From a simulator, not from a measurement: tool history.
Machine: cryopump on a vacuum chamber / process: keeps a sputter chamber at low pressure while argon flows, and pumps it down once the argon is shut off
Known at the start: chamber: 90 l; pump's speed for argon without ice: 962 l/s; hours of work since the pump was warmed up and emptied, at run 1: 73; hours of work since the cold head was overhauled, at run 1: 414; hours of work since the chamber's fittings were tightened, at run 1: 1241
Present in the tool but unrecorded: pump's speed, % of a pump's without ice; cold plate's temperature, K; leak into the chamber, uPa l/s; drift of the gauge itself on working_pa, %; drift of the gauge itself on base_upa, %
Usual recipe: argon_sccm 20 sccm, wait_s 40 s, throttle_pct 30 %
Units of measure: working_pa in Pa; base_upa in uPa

run   hour  argon_sccm  wait_s  throttle_pct  hours of work since the pump was warmed up and emptied  hours of work since the cold head was overhauled  hours of work since the chamber's fittings were tightened  working_pa  base_upa
  1      0          20      40            30                                                      73                                               414                                                       1241      0.1183      4.98
  2   25.8          20      40            28                                                      95                                               436                                                       1263      0.1284      5.03
  3   54.7          20      40            28                                                     120                                               460                                                       1287      0.1275      5.08
  4   90.2          20      40            28                                                     150                                               490                                                       1317      0.1301      5.03
  5  119.4          20      40            30                                                     174                                               515                                                       1342      0.1223       5.2
  6    135          11      40            30                                                     188                                               528                                                       1355      0.0676      5.24
  7  161.9          11      40            30                                                     210                                               551                                                       1378      0.0684      5.31
  8  182.2          10      40            30                                                     228                                               568                                                       1395      0.0621      5.22
  9  206.5          20      40            30                                                     248                                               589                                                       1416      0.1251      5.25
 10  240.6          20      40            30                                                     277                                               617                                                       1444      0.1261      5.37
 11  273.7          20      40            30                                                     305                                               645                                                       1472      0.1263      5.27
     292.2  -- pump warmed up, emptied and cooled again
 12  312.8          20      40            30                                                      17                                               674                                                       1501      0.1178      5.14
 13  338.1          20      40            45                                                      39                                               696                                                       1523      0.0793      5.28
 14  352.5          20      40            20                                                      51                                               708                                                       1535      0.1779      5.24
 15  382.9          20      40            20                                                      77                                               734                                                       1561      0.1762       5.4
 16  405.3          20      40            30                                                      96                                               752                                                       1580      0.1198      5.32
 17  431.3          36      60            50                                                     118                                               774                                                       1602      0.1338       4.1
 18  452.4          24      36            30                                                     136                                               792                                                       1619      0.1455      5.77
 19  474.1           9     182            30                                                     154                                               811                                                       1638      0.0551      2.63
 20  503.1          16     236            30                                                     178                                               835                                                       1662      0.0987      2.57
 21  536.4          16     236            30                                                     207                                               863                                                       1690      0.0982      2.63
 22  562.5          20      46            46                                                     229                                               886                                                       1713      0.0829      5.09
 23  596.1          20      46            46                                                     257                                               914                                                       1741      0.0844       5.2
 24  618.8          20      46            46                                                     276                                               933                                                       1760      0.0846      5.25

Here are 5 independent what-if runs from the current tool condition. What would each one return?
  A  644.1          30      55            30                                                     298                                               955                                                       1782           ?         ?
  B  644.1          23     126            46                                                     298                                               955                                                       1782           ?         ?
  C  644.1          20      34            27                                                     298                                               955                                                       1782           ?         ?
  D  644.1          20      40            38                                                     298                                               955                                                       1782           ?         ?
  E  644.1          20      40            30                                                     298                                               955                                                       1782           ?         ?

run  working_pa  base_upa
  A      0.1875      4.85
  B      0.0992      3.47
  C      0.1405      6.43
  D      0.1013      5.81
  E      0.1276      5.85
Without the tool's hidden state the same runs would have given:
run  working_pa  base_upa
  A       0.174      2.83
  B      0.0887      1.43
  C      0.1314      4.42
  D      0.0923       3.8
  E      0.1185      3.84

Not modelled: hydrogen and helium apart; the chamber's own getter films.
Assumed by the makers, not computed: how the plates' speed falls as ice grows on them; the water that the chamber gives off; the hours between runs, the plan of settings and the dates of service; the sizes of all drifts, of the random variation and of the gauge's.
